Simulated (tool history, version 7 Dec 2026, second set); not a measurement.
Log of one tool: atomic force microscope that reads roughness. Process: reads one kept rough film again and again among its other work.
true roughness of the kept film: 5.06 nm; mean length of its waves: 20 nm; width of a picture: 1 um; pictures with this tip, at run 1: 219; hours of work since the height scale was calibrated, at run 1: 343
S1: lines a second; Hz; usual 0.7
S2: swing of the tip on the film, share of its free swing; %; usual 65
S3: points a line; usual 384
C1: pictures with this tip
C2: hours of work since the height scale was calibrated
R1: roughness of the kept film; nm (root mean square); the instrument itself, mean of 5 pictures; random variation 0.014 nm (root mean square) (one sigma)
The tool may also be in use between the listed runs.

| run | day | S1 | S2 | S3 | C1 | C2 | R1 |
|---|---|---|---|---|---|---|---|
| 1 | 0 | 0.7 | 65 | 384 | 219 | 343 | 2.05 |
| 2 | 0.592 | 0.7 | 65 | 384 | 244 | 353 | 1.989 |
| 3 | 1.417 | 0.7 | 65 | 384 | 280 | 368 | 1.857 |
| 4 | 2.192 | 0.7 | 65 | 783 | 313 | 382 | 1.801 |
| 5 | 3.029 | 0.7 | 65 | 783 | 349 | 398 | 1.682 |
|  | 3.729 | new tip fitted |
| 6 | 3.729 | 0.7 | 65 | 384 | 0 | 410 | 3.216 |
| 7 | 4.475 | 0.7 | 65 | 384 | 33 | 423 | 2.951 |
| 8 | 5.167 | 0.7 | 65 | 384 | 62 | 436 | 2.745 |
| 9 | 5.842 | 0.7 | 65 | 384 | 91 | 448 | 2.587 |
| 10 | 6.375 | 0.7 | 65 | 384 | 114 | 458 | 2.439 |
| 11 | 6.983 | 0.7 | 65 | 384 | 140 | 469 | 2.305 |
| 12 | 7.662 | 0.7 | 61 | 384 | 170 | 481 | 2.215 |
| 13 | 8.117 | 0.587 | 58 | 340 | 189 | 490 | 2.124 |
| 14 | 8.479 | 1.39 | 66 | 299 | 205 | 496 | 1.994 |
| 15 | 9.162 | 2.526 | 66 | 299 | 234 | 509 | 1.841 |
| 16 | 10 | 2.526 | 66 | 299 | 270 | 524 | 1.74 |
| 17 | 10.592 | 0.545 | 65 | 384 | 296 | 535 | 1.806 |
| 18 | 11.25 | 2.283 | 65 | 634 | 324 | 547 | 1.651 |
| 19 | 11.729 | 1.839 | 76 | 688 | 345 | 555 | 1.571 |

Forecast each of these 3 alternatives for the next run:
| A | 12.379 | 1.839 | 76 | 368 | 373 | 567 | ? |
| B | 12.379 | 0.745 | 90 | 721 | 373 | 567 | ? |
| C | 12.379 | 3.721 | 57 | 587 | 373 | 567 | ? |

| run | R1 |
|---|---|
| A | 1.487 |
| B | 1.54 |
| C | 1.546 |
Without the tool's hidden state the same runs would have given:
| run | R1 |
|---|---|
| A | 3.009 |
| B | 3.118 |
| C | 3.133 |
